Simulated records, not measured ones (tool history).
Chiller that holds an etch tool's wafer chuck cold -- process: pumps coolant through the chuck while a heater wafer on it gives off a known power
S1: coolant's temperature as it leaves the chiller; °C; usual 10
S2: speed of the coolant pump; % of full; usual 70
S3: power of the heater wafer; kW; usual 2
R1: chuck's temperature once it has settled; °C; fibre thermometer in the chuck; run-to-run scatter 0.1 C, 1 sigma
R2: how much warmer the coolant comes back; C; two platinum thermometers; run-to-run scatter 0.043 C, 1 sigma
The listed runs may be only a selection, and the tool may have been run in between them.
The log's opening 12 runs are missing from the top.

| run | hour | S1 | S2 | S3 | R1 | R2 |
|---|---|---|---|---|---|---|
| 13 | 464.7 | 10 | 70 | 2 | 27.5 | 10.43 |
| 14 | 487 | 10 | 70 | 1.316 | 21.6 | 6.92 |
| 15 | 515.9 | 10 | 70 | 1.316 | 21.5 | 6.89 |
| 16 | 541.4 | 3 | 70 | 2 | 20.4 | 10.49 |
| 17 | 572.6 | 8 | 62 | 1.766 | 25.3 | 10.49 |
| 18 | 621.4 | 6 | 72 | 1.766 | 21.1 | 8.95 |
| 19 | 671.5 | 10 | 70 | 2.266 | 29.9 | 11.84 |
| 20 | 700.8 | 17 | 70 | 2.96 | 42.9 | 15.49 |
| 21 | 723.9 | 12 | 73 | 2.109 | 30 | 10.52 |
| 22 | 755.6 | 4 | 74 | 2.795 | 27.5 | 13.8 |
| 23 | 803.2 | 4 | 74 | 2.795 | 27.6 | 13.83 |
| 24 | 853.8 | 4 | 74 | 2.795 | 27.7 | 13.67 |
| 25 | 877.2 | 18 | 65 | 2.371 | 40 | 13.47 |
| 26 | 924.7 | 13 | 66 | 1.205 | 24 | 6.76 |
| 27 | 947.6 | 13 | 66 | 1.205 | 23.8 | 6.76 |
| 28 | 990.9 | 10 | 68 | 2 | 27.9 | 10.84 |
| 29 | 1033.5 | 2 | 93 | 1.429 | 12 | 5.48 |
| 30 | 1081.3 | 2 | 93 | 1.429 | 11.6 | 5.46 |
| 31 | 1120.9 | 5 | 67 | 2 | 23.2 | 11.01 |

Branching from run 31: 4 alternative next runs. What would each branch give?
| A | 1168.6 | 12 | 85 | 2.053 | ? | ? |
| B | 1168.6 | 19 | 70 | 2.371 | ? | ? |
| C | 1168.6 | 5 | 67 | 1.924 | ? | ? |
| D | 1168.6 | 1 | 72 | 1.186 | ? | ? |

| run | R1 | R2 |
|---|---|---|
| A | 27.5 | 8.67 |
| B | 39.8 | 12.52 |
| C | 22.5 | 10.62 |
| D | 11.3 | 5.95 |
The same runs, with their run-to-run variation unchanged, on a tool lacking any hidden condition would have given:
| run | R1 | R2 |
|---|---|---|
| A | 26.9 | 8.57 |
| B | 38.9 | 12.38 |
| C | 21.8 | 10.5 |
| D | 10.9 | 5.88 |
